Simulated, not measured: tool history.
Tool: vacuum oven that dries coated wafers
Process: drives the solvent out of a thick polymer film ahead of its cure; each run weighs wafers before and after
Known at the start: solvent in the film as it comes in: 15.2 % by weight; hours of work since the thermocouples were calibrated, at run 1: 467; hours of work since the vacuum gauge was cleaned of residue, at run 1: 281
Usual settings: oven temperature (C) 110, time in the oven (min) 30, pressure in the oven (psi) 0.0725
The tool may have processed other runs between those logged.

| run | hour | oven temperature (C) | time in the oven (min) | pressure in the oven (psi) | hours of work since the thermocouples were calibrated | hours of work since the vacuum gauge was cleaned of residue | solvent left in the film (%) |
|---|---|---|---|---|---|---|---|
| 1 | 0.0 | 110 | 30 | 0.0725 | 467 | 281 | 1.632 |
| 2 | 25.7 | 110 | 30 | 0.0725 | 478 | 292 | 1.626 |
| 3 | 40.0 | 110 | 30 | 0.0725 | 484 | 299 | 1.625 |
| 4 | 54.1 | 110 | 30 | 0.0725 | 491 | 305 | 1.627 |
| 5 | 67.8 | 110 | 30 | 0.0725 | 497 | 311 | 1.624 |
| 6 | 90.3 | 110 | 30 | 0.0725 | 507 | 321 | 1.614 |
| 7 | 117.1 | 110 | 24 | 0.0725 | 519 | 333 | 2.383 |
| 8 | 139.9 | 110 | 24 | 0.0725 | 529 | 343 | 2.387 |
| 9 | 154.0 | 110 | 30 | 0.2799 | 535 | 349 | 2.009 |
| 10 | 171.9 | 110 | 30 | 0.2799 | 543 | 357 | 2.005 |
| 11 | 184.2 | 110 | 30 | 0.2799 | 549 | 363 | 2.004 |
| 12 | 211.6 | 110 | 27 | 0.2799 | 561 | 375 | 2.336 |
| 13 | 234.9 | 109 | 54 | 0.0828 | 571 | 385 | 0.538 |
| 14 | 265.1 | 109 | 54 | 0.0828 | 585 | 399 | 0.542 |
| 15 | 279.5 | 121 | 30 | 0.0725 | 591 | 405 | 0.453 |
| 16 | 297.3 | 121 | 30 | 0.0573 | 599 | 413 | 0.433 |
| 17 | 313.3 | 121 | 30 | 0.0573 | 606 | 420 | 0.428 |
| 18 | 330.9 | 110 | 19 | 0.1455 | 614 | 428 | 3.438 |
| 19 | 349.8 | 110 | 19 | 0.1455 | 622 | 437 | 3.439 |
| 20 | 363.1 | 110 | 22 | 0.0895 | 628 | 442 | 2.732 |
| 21 | 387.5 | 101 | 22 | 0.0989 | 639 | 453 | 4.796 |
| 22 | 416.9 | 101 | 22 | 0.0989 | 652 | 466 | 4.800 |
| 23 | 446.6 | 101 | 22 | 0.0989 | 665 | 480 | 4.798 |
| 24 | 477.2 | 101 | 22 | 0.0989 | 679 | 493 | 4.800 |

3 options for the next run, each taken on its own from the tool as it stands now. Forecast them:
| A | 494.6 | 106 | 16 | 0.0989 | 687 | 501 | ? |
| B | 494.6 | 110 | 30 | 0.0616 | 687 | 501 | ? |
| C | 494.6 | 98 | 53 | 0.0616 | 687 | 501 | ? |

| run | solvent left in the film (%) |
|---|---|
| A | 5.017 |
| B | 1.595 |
| C | 1.836 |
Had the tool no hidden state, the same runs would have come out as:
| run | solvent left in the film (%) |
|---|---|
| A | 5.121 |
| B | 1.643 |
| C | 1.868 |

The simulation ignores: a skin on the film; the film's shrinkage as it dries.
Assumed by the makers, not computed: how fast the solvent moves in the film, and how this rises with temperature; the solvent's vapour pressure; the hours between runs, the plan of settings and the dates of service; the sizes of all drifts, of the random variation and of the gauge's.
